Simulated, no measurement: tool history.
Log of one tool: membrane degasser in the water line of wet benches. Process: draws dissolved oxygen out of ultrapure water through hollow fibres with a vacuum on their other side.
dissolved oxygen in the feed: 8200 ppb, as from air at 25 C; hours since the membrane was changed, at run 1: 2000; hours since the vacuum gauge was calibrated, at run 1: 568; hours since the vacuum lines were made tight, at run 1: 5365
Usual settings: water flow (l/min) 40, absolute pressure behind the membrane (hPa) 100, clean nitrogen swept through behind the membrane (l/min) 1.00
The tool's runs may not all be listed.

run    hour  water flow (l/min)  absolute pressure behind the membrane (hPa)  clean nitrogen swept through behind the membrane (l/min)  hours since the membrane was changed  hours since the vacuum gauge was calibrated  hours since the vacuum lines were made tight  dissolved oxygen in the water behind the degasser (ppb)  pressure that the water loses in the fibres (hPa)
  1     0.0                  40                                          100                                                      1.00                                  2000                                          568                                          5365                                                    604.8                                              523.8
  2    64.4                  40                                          100                                                      0.55                                  2064                                          632                                          5429                                                    864.9                                              532.4
  3   118.6                  40                                          100                                                      0.55                                  2118                                          686                                          5483                                                    873.2                                              527.3
  4   224.1                  40                                          100                                                      0.55                                  2224                                          792                                          5589                                                    876.7                                              527.1
  5   282.1                  40                                          100                                                      1.00                                  2282                                          850                                          5647                                                    600.9                                              527.4
  6   358.0                  40                                          100                                                      1.62                                  2358                                          926                                          5723                                                    433.3                                              531.1
  7   441.6                  40                                          100                                                      1.00                                  2441                                         1009                                          5806                                                    598.1                                              529.6
  8   504.1                  40                                          100                                                      1.00                                  2504                                         1072                                          5869                                                    606.9                                              529.4
  9   590.8                  40                                          100                                                      1.84                                  2591                                         1159                                          5955                                                    401.5                                              531.8
 10   682.4                  40                                           69                                                      1.84                                  2682                                         1250                                          6047                                                    261.7                                              530.5
 11   737.7                  40                                           69                                                      1.84                                  2737                                         1306                                          6102                                                    264.7                                              535.8
 12   830.5                  40                                          100                                                      1.00                                  2830                                         1398                                          6195                                                    604.5                                              531.8
 13   889.7                  40                                          100                                                      1.00                                  2889                                         1457                                          6254                                                    606.6                                              532.0
 14   943.2                  40                                          100                                                      1.00                                  2943                                         1511                                          6308                                                    604.5                                              533.2
     1007.5  -- seals of the vacuum lines changed
 15  1027.3                  40                                          100                                                      1.00                                  3025                                         1593                                            20                                                    596.2                                              535.4
 16  1129.3                  40                                          100                                                      1.00                                  3127                                         1695                                           122                                                    602.0                                              531.8
 17  1194.8                  63                                          168                                                      1.00                                  3192                                         1761                                           187                                                   1569.5                                              839.9
 18  1289.7                  63                                          168                                                      1.00                                  3287                                         1855                                           282                                                   1558.1                                              844.0
 19  1379.2                  47                                          100                                                      2.13                                  3377                                         1945                                           372                                                    459.8                                              627.5
 20  1480.6                  47                                          111                                                      2.13                                  3478                                         2046                                           473                                                    506.4                                              627.6
 21  1580.9                  57                                          100                                                      2.82                                  3579                                         2147                                           573                                                    520.4                                              764.5
 22  1670.2                  54                                          141                                                      0.70                                  3668                                         2236                                           663                                                   1423.5                                              725.4
 23  1722.7                  42                                          152                                                      1.00                                  3720                                         2288                                           715                                                    995.0                                              561.6
 24  1785.8                  42                                          152                                                      1.00                                  3783                                         2352                                           778                                                    999.8                                              563.9
 25  1893.3                  45                                           70                                                      1.00                                  3891                                         2459                                           886                                                    446.9                                              604.4
 26  1942.0                  54                                          106                                                      2.14                                  3940                                         2508                                           935                                                    577.3                                              722.8
 27  2004.6                  42                                          106                                                      2.46                                  4002                                         2570                                           997                                                    380.1                                              566.1
 28  2075.9                  42                                          106                                                      2.46                                  4074                                         2642                                          1068                                                    379.7                                              563.7
 29  2168.3                  39                                          173                                                      2.46                                  4166                                         2734                                          1161                                                    565.6                                              524.9
 30  2237.4                  48                                          111                                                      1.00                                  4235                                         2803                                          1230                                                    813.0                                              643.1
 31  2285.7                  48                                          111                                                      1.13                                  4283                                         2851                                          1278                                                    761.2                                              648.8

Forecast each of these 3 alternatives for the next run:
  A  2355.4                  53                                          100                                                      0.94                                  4353                                         2921                                          1348                                                        ?                                                  ?
  B  2355.4                  44                                          111                                                      0.44                                  4353                                         2921                                          1348                                                        ?                                                  ?
  C  2355.4                  48                                          111                                                      0.89                                  4353                                         2921                                          1348                                                        ?                                                  ?

run  dissolved oxygen in the water behind the degasser (ppb)  pressure that the water loses in the fibres (hPa)
  A                                                    835.9                                              716.0
  B                                                   1211.5                                              592.4
  C                                                    872.8                                              646.9
Without the tool's hidden state the same runs would have given:
run  dissolved oxygen in the water behind the degasser (ppb)  pressure that the water loses in the fibres (hPa)
  A                                                    834.8                                              700.8
  B                                                   1210.4                                              579.8
  C                                                    871.8                                              633.1
